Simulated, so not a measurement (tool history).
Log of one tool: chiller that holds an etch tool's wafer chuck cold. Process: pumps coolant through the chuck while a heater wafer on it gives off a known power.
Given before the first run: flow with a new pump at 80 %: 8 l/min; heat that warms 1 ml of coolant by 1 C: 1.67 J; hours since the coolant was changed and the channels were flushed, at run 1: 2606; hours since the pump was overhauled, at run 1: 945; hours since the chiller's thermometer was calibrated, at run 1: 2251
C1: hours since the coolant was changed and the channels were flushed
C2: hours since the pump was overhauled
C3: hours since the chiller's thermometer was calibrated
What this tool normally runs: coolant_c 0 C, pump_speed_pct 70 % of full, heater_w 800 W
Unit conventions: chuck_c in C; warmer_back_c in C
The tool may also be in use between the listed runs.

Run 1, hour 0: usual settings; C1 2606; C2 945; C3 2251. Result: chuck_c 10.4 C, warmer_back_c 4.27 C.
Run 2, hour 35.4: usual settings; C1 2641; C2 980; C3 2286. Result: chuck_c 10.4 C, warmer_back_c 4.26 C.
Run 3, hour 58.6: usual settings but pump_speed_pct 83 % of full; C1 2664; C2 1003; C3 2310. Result: chuck_c 9.2 C, warmer_back_c 3.53 C.
Run 4, hour 96.1: usual settings but pump_speed_pct 64 % of full; C1 2702; C2 1041; C3 2347. Result: chuck_c 11.2 C, warmer_back_c 4.64 C.
Run 5, hour 142.2: usual settings but pump_speed_pct 64 % of full; C1 2748; C2 1087; C3 2393. Result: chuck_c 11.2 C, warmer_back_c 4.63 C.
Run 6, hour 189.5: usual settings; C1 2795; C2 1134; C3 2441. Result: chuck_c 10.4 C, warmer_back_c 4.23 C.
Run 7, hour 234.2: usual settings; C1 2840; C2 1179; C3 2485. Result: chuck_c 10.4 C, warmer_back_c 4.29 C.
Run 8, hour 275.7: usual settings; C1 2881; C2 1221; C3 2527. Result: chuck_c 10.3 C, warmer_back_c 4.29 C.
Run 9, hour 321.2: usual settings; C1 2927; C2 1266; C3 2572. Result: chuck_c 10.4 C, warmer_back_c 4.24 C.
Run 10, hour 366.9: usual settings; C1 2972; C2 1312; C3 2618. Result: chuck_c 10.4 C, warmer_back_c 4.27 C.
Run 11, hour 409.4: usual settings; C1 3015; C2 1354; C3 2661. Result: chuck_c 10.7 C, warmer_back_c 4.28 C.
Run 12, hour 458.5: usual settings but coolant_c 5 C, heater_w 913 W; C1 3064; C2 1403; C3 2710. Result: chuck_c 17 C, warmer_back_c 4.86 C.
Run 13, hour 485.8: usual settings but coolant_c -8 C, pump_speed_pct 74 % of full, heater_w 913 W; C1 3091; C2 1431; C3 2737. Result: chuck_c 3.4 C, warmer_back_c 4.65 C.
Run 14, hour 511.2: usual settings but coolant_c -8 C, pump_speed_pct 74 % of full, heater_w 913 W; C1 3117; C2 1456; C3 2762. Result: chuck_c 3.6 C, warmer_back_c 4.66 C.
Run 15, hour 536: usual settings but coolant_c -8 C, pump_speed_pct 63 % of full, heater_w 913 W; C1 3142; C2 1481; C3 2787. Result: chuck_c 4.9 C, warmer_back_c 5.43 C.
Run 16, hour 569.8: usual settings but coolant_c -2 C, pump_speed_pct 66 % of full, heater_w 1036 W; C1 3175; C2 1515; C3 2821. Result: chuck_c 12.5 C, warmer_back_c 5.9 C.
Run 17, hour 623.1: usual settings but coolant_c 7 C, pump_speed_pct 63 % of full, heater_w 667 W; C1 3229; C2 1568; C3 2874. Result: chuck_c 16.4 C, warmer_back_c 4 C.
At hour 628.3: chiller's thermometer calibrated.
Run 18, hour 655.7: usual settings but coolant_c 8 C, pump_speed_pct 81 % of full, heater_w 638 W; C1 3260; C2 1600; C3 27. Result: chuck_c 15.9 C, warmer_back_c 2.9 C.
Run 19, hour 703.5: usual settings but coolant_c 8 C, pump_speed_pct 81 % of full, heater_w 547 W; C1 3308; C2 1647; C3 75. Result: chuck_c 14.8 C, warmer_back_c 2.53 C.
Run 20, hour 748.4: usual settings but coolant_c -8 C, pump_speed_pct 67 % of full; C1 3353; C2 1692; C3 120. Result: chuck_c 3.5 C, warmer_back_c 4.51 C.
Run 21, hour 779.3: usual settings but coolant_c -7 C, pump_speed_pct 65 % of full, heater_w 910 W; C1 3384; C2 1723; C3 151. Result: chuck_c 6.3 C, warmer_back_c 5.32 C.
Run 22, hour 801.8: usual settings but coolant_c -7 C, pump_speed_pct 65 % of full, heater_w 910 W; C1 3406; C2 1746; C3 174. Result: chuck_c 6.5 C, warmer_back_c 5.32 C.

Branching from run 22: 5 alternative next runs. What would each branch give?
Run A, hour 850.6: usual settings but coolant_c -8 C, pump_speed_pct 85 % of full, heater_w 464 W; C1 3455; C2 1794; C3 222. Result: chuck_c ?, warmer_back_c ?.
Run B, hour 850.6: usual settings but coolant_c -3 C, pump_speed_pct 79 % of full, heater_w 541 W; C1 3455; C2 1794; C3 222. Result: chuck_c ?, warmer_back_c ?.
Run C, hour 850.6: usual settings but coolant_c -7 C, pump_speed_pct 65 % of full, heater_w 552 W; C1 3455; C2 1794; C3 222. Result: chuck_c ?, warmer_back_c ?.
Run D, hour 850.6: usual settings but coolant_c -1 C, pump_speed_pct 71 % of full, heater_w 910 W; C1 3455; C2 1794; C3 222. Result: chuck_c ?, warmer_back_c ?.
Run E, hour 850.6: usual settings but coolant_c -8 C, pump_speed_pct 67 % of full, heater_w 706 W; C1 3455; C2 1794; C3 222. Result: chuck_c ?, warmer_back_c ?.

run  chuck_c  warmer_back_c
  A     -2.4           2.03
  B      3.9           2.59
  C      1.1           3.26
  D     11.7            4.9
  E      2.2           4.01
Without the tool's unlogged condition, the same runs would have read:
run  chuck_c  warmer_back_c
  A     -2.8           1.93
  B      3.3           2.46
  C      0.5           3.11
  D     10.6           4.67
  E      1.3           3.82
